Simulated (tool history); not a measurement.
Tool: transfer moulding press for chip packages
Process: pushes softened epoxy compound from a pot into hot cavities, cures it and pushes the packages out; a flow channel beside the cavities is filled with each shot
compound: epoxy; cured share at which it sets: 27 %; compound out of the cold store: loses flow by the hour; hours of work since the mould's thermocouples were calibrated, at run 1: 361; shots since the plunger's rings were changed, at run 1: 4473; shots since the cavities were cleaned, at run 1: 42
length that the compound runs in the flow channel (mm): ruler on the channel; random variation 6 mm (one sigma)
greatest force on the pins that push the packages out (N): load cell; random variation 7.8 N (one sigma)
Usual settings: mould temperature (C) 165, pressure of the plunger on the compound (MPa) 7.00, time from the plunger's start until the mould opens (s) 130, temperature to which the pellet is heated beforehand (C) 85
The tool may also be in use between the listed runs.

run     day  mould temperature (C)  pressure of the plunger on the compound (MPa)  time from the plunger's start until the mould opens (s)  temperature to which the pellet is heated beforehand (C)  hours of work since the mould's thermocouples were calibrated  shots since the plunger's rings were changed  shots since the cavities were cleaned  incoming compound's hours out of the cold store  length that the compound runs in the flow channel (mm)  greatest force on the pins that push the packages out (N)
  1   0.000                    165                                           7.00                                                      130                                                        85                                                            361                                          4473                                     42                                             40.1                                                     585                                                        401
  2   0.421                    165                                           7.00                                                      130                                                        85                                                            366                                          4538                                    107                                             37.4                                                     580                                                        448
  3   1.254                    165                                           7.00                                                      130                                                        85                                                            374                                          4666                                    235                                             26.7                                                     623                                                        539
  4   2.129                    165                                           7.00                                                      130                                                        85                                                            382                                          4800                                    369                                             13.3                                                     661                                                        580
      2.442  -- cavities cleaned with cleaning compound and waxed
  5   3.096                    165                                           7.00                                                      130                                                        85                                                            391                                          4939                                    100                                             33.6                                                     591                                                        419
  6   3.962                    165                                           7.00                                                      130                                                        85                                                            400                                          5072                                    233                                             34.7                                                     592                                                        501
  7   4.908                    165                                           7.00                                                      130                                                        85                                                            409                                          5217                                    378                                             26.4                                                     612                                                        585
      5.196  -- cavities cleaned with cleaning compound and waxed
  8   5.529                    165                                           7.00                                                      130                                                        85                                                            414                                          5303                                     51                                             44.8                                                     557                                                        388
  9   6.029                    165                                           7.00                                                      130                                                        85                                                            419                                          5380                                    128                                             14.9                                                     633                                                        440
 10   6.558                    165                                           7.00                                                      130                                                        82                                                            424                                          5461                                    209                                             27.5                                                     602                                                        507
 11   7.321                    165                                           7.00                                                      130                                                        82                                                            432                                          5578                                    326                                             32.8                                                     597                                                        545
 12   7.733                    165                                           7.00                                                      130                                                        85                                                            436                                          5642                                    390                                             25.9                                                     603                                                        576
      7.942  -- cavities cleaned with cleaning compound and waxed
 13   8.512                    165                                           7.00                                                      130                                                        91                                                            443                                          5752                                     88                                             26.3                                                     605                                                        409
      8.642  -- mould's thermocouples calibrated
 14   9.308                    165                                           7.00                                                      147                                                        91                                                              7                                          5862                                    198                                             21.0                                                     620                                                        471
 15   9.992                    170                                           6.85                                                      130                                                        78                                                             13                                          5966                                    302                                             47.2                                                     538                                                        510
 16  10.567                    165                                           6.21                                                      130                                                        85                                                             19                                          6055                                    391                                             42.9                                                     524                                                        608
     10.762  -- cavities cleaned with cleaning compound and waxed
     11.388  -- plunger's sealing rings changed
 17  11.604                    165                                           6.21                                                      130                                                        85                                                             27                                            33                                    113                                             27.4                                                     628                                                        439
 18  12.208                    157                                           7.78                                                      130                                                        86                                                             33                                           125                                    205                                             30.8                                                     702                                                        659
 19  12.700                    163                                           6.59                                                      130                                                        93                                                             38                                           201                                    281                                              9.5                                                     706                                                        571
     12.842  -- mould's thermocouples calibrated, once more
     13.654  -- cavities cleaned with cleaning compound and waxed
 20  13.696                    172                                           7.30                                                      158                                                        86                                                              8                                           332                                      7                                             30.9                                                     647                                                        331
 21  14.708                    165                                           7.00                                                      138                                                        80                                                             18                                           487                                    162                                             11.2                                                     712                                                        460
 22  15.204                    165                                           7.00                                                      116                                                        83                                                             22                                           563                                    238                                             37.3                                                     635                                                        571
 23  16.004                    158                                           5.72                                                      163                                                        80                                                             30                                           686                                    361                                             22.9                                                     619                                                        624
     16.362  -- cavities cleaned with cleaning compound and waxed
 24  16.604                    167                                           7.00                                                      129                                                        85                                                             36                                           769                                     37                                             12.0                                                     694                                                        360
 25  17.417                    167                                           7.00                                                      129                                                        85                                                             44                                           894                                    162                                             15.2                                                     691                                                        456
 26  18.258                    162                                           7.39                                                      144                                                        94                                                             52                                          1023                                    291                                             22.9                                                     704                                                        571
     19.054  -- cavities cleaned with cleaning compound and waxed
 27  19.338                    161                                           7.00                                                      140                                                        85                                                             62                                          1179                                     43                                             17.8                                                     701                                                        393
 28  20.171                    161                                           7.00                                                      140                                                        85                                                             70                                          1307                                    171                                             44.6                                                     601                                                        498

How the hidden state differs across the entries between the runs, from the last listed run before each to the first after it:
Between runs 4 and 5: cavities cleaned with cleaning compound and waxed (day 2.442)
  true mould temperature over the reading, C: 0.71 -> 0.73; pressure that reaches the compound, % of what is set: 84.83 -> 84.43; grip of the stained cavities, % over clean ones': 77.2 -> 28.9
  measured less the result without the state, length that the compound runs in the flow channel (mm): -58 -> -54; greatest force on the pins that push the packages out (N): +247 -> +90
Between runs 7 and 8: cavities cleaned with cleaning compound and waxed (day 5.196)
  true mould temperature over the reading, C: 0.76 -> 0.77; pressure that reaches the compound, % of what is set: 83.6 -> 83.32; grip of the stained cavities, % over clean ones': 76.5 -> 16.8
  measured less the result without the state, length that the compound runs in the flow channel (mm): -59 -> -55; greatest force on the pins that push the packages out (N): +249 -> +52
Between runs 12 and 13: cavities cleaned with cleaning compound and waxed (day 7.942)
  true mould temperature over the reading, C: 0.82 -> 0.83; pressure that reaches the compound, % of what is set: 82.33 -> 82.01; grip of the stained cavities, % over clean ones': 78.5 -> 27.7
  measured less the result without the state, length that the compound runs in the flow channel (mm): -63 -> -65; greatest force on the pins that push the packages out (N): +248 -> +85
Between runs 13 and 14: mould's thermocouples calibrated (day 8.642)
  true mould temperature over the reading, C: 0.83 -> 1.01; pressure that reaches the compound, % of what is set: 82.01 -> 81.69; grip of the stained cavities, % over clean ones': 27.7 -> 51.9
  measured less the result without the state, length that the compound runs in the flow channel (mm): -65 -> -68; greatest force on the pins that push the packages out (N): +85 -> +161
Between runs 16 and 17: cavities cleaned with cleaning compound and waxed (day 10.762); plunger's sealing rings changed (day 11.388)
  true mould temperature over the reading, C: 1.03 -> 1.05; pressure that reaches the compound, % of what is set: 81.14 -> 99.84; grip of the stained cavities, % over clean ones': 79 -> 34.7
  measured less the result without the state, length that the compound runs in the flow channel (mm): -59 -> -2; greatest force on the pins that push the packages out (N): +263 -> +107
Between runs 19 and 20: mould's thermocouples calibrated, once more (day 12.842); cavities cleaned with cleaning compound and waxed (day 13.654)
  true mould temperature over the reading, C: 1.07 -> 0.03; pressure that reaches the compound, % of what is set: 99.37 -> 99; grip of the stained cavities, % over clean ones': 65.6 -> 2.8
  measured less the result without the state, length that the compound runs in the flow channel (mm): -5 -> -3; greatest force on the pins that push the packages out (N): +215 -> +10
Between runs 23 and 24: cavities cleaned with cleaning compound and waxed (day 16.362)
  true mould temperature over the reading, C: 0.07 -> 0.08; pressure that reaches the compound, % of what is set: 97.92 -> 97.65; grip of the stained cavities, % over clean ones': 75 -> 12.6
  measured less the result without the state, length that the compound runs in the flow channel (mm): -7 -> -9; greatest force on the pins that push the packages out (N): +264 -> +39
Between runs 26 and 27: cavities cleaned with cleaning compound and waxed (day 19.054)
  true mould temperature over the reading, C: 0.11 -> 0.13; pressure that reaches the compound, % of what is set: 96.93 -> 96.44; grip of the stained cavities, % over clean ones': 65.5 -> 12.5
  measured less the result without the state, length that the compound runs in the flow channel (mm): -11 -> -13; greatest force on the pins that push the packages out (N): +229 -> +42
